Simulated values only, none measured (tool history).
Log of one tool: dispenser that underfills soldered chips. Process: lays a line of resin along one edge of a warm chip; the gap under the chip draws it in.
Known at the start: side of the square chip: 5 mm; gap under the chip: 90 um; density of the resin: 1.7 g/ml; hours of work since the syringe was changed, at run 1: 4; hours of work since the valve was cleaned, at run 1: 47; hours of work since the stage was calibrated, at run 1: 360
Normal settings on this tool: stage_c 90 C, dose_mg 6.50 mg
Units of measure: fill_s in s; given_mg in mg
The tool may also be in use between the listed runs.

run	hour	stage_c	dose_mg	hours of work since the syringe was changed	hours of work since the valve was cleaned	hours of work since the stage was calibrated	fill_s	given_mg
1	0.0	90	6.50	4	47	360	19.1	6.33
# hour 2.2: new syringe of resin
2	5.9	90	6.50	3	50	364	17.0	6.30
# hour 11.1: new syringe of resin
3	17.6	90	6.50	4	58	371	18.6	6.30
# hour 19.7: new syringe of resin
4	23.9	90	6.50	3	62	375	17.9	6.30
# hour 28.5: new syringe of resin
5	31.2	90	6.50	2	67	380	16.8	6.35
# hour 37.5: new syringe of resin
6	38.0	90	6.50	0	71	385	15.3	6.21
# hour 46.3: new syringe of resin
7	48.2	90	6.50	1	78	391	16.5	6.27
8	54.3	90	6.50	5	82	396	20.5	6.19
# hour 55.8: new syringe of resin
# hour 64.9: new syringe of resin
9	67.9	90	7.17	2	91	404	16.3	6.84
# hour 73.5: new syringe of resin
10	76.5	90	7.17	2	97	410	17.2	6.84
# hour 82.7: new syringe of resin
11	88.5	90	7.17	4	105	418	17.6	6.73
# hour 91.8: new syringe of resin
12	96.1	90	6.50	3	110	423	17.9	6.22
# hour 100.8: new syringe of resin
13	108.6	95	6.50	5	118	431	17.4	6.11
# hour 110.1: new syringe of resin
# hour 119.2: new syringe of resin
14	119.4	90	6.51	0	125	438	14.7	6.01
# hour 128.0: new syringe of resin
# hour 129.0: dispensing valve cleaned and set on the balance
15	129.3	90	6.51	0	0	444	14.4	6.48
# hour 137.9: new syringe of resin
16	140.0	80	6.51	1	7	451	21.8	6.53
# hour 146.4: new syringe of resin
17	146.9	80	6.51	0	12	455	19.6	6.53
18	153.1	90	6.50	5	16	460	19.0	6.40
# hour 155.3: new syringe of resin
19	159.4	90	6.50	3	20	464	17.1	6.42
# hour 164.1: new syringe of resin
20	165.2	76	6.85	1	24	467	22.9	6.72
# hour 173.0: new syringe of resin
21	178.1	91	6.01	3	32	476	17.6	5.84
# hour 182.5: new syringe of resin
22	188.6	91	6.01	4	39	483	18.9	5.84
# hour 191.8: new syringe of resin
# hour 200.4: new syringe of resin
23	201.7	90	6.46	1	48	491	15.4	6.31
24	207.9	90	6.46	5	52	496	19.2	6.37
# hour 208.9: new syringe of resin
25	213.7	75	6.50	3	56	499	26.9	6.31
# hour 217.9: new syringe of resin
26	223.7	86	7.05	4	62	506	20.3	6.74
# hour 226.4: new syringe of resin
# hour 235.7: new syringe of resin
27	237.6	86	7.05	1	71	515	17.2	6.84
# hour 244.8: new syringe of resin
28	246.5	87	6.50	1	77	521	16.9	6.11
# hour 253.5: new syringe of resin
29	255.0	78	5.93	1	83	526	22.3	5.58
# hour 261.9: new syringe of resin
30	268.6	78	5.93	5	92	535	26.9	5.55
# hour 270.8: new syringe of resin
# hour 279.8: new syringe of resin
31	279.8	78	5.93	0	99	543	21.0	5.61
# hour 288.6: new syringe of resin
32	292.4	78	5.93	3	107	551	23.7	5.63
# hour 297.7: new syringe of resin
33	301.0	78	6.50	2	113	557	23.3	6.11
# hour 306.7: new syringe of resin
34	307.9	100	6.87	1	117	561	11.8	6.41
# hour 315.2: new syringe of resin
35	316.3	88	5.65	1	123	567	16.3	5.28

Results for each run, recomputed without the tool's hidden state and with each run's random variation untouched:
The hidden state here: resin's viscosity, % of fresh resin's; dose that the valve gives, % of what is set; true chip temperature over the reading, C; drift of the gauge itself on fill_s, %; drift of the gauge itself on given_mg, %.
run	fill_s	given_mg
1	15.8	6.49
2	15.7	6.47
3	15.2	6.50
4	16.2	6.51
5	16.1	6.58
6	15.9	6.46
7	16.2	6.55
8	15.9	6.48
9	15.7	7.20
10	16.3	7.22
11	15.3	7.14
12	16.1	6.61
13	13.6	6.53
14	15.5	6.45
15	15.5	6.47
16	21.5	6.54
17	21.1	6.56
18	16.0	6.44
19	15.6	6.49
20	23.5	6.80
21	15.7	5.94
22	16.2	5.97
23	16.1	6.49
24	15.7	6.56
25	24.7	6.52
26	17.5	6.99
27	17.3	7.12
28	17.3	6.40
29	22.9	5.86
30	22.2	5.87
31	22.5	5.95
32	22.3	6.00
33	22.2	6.53
34	12.2	6.88
35	16.9	5.68

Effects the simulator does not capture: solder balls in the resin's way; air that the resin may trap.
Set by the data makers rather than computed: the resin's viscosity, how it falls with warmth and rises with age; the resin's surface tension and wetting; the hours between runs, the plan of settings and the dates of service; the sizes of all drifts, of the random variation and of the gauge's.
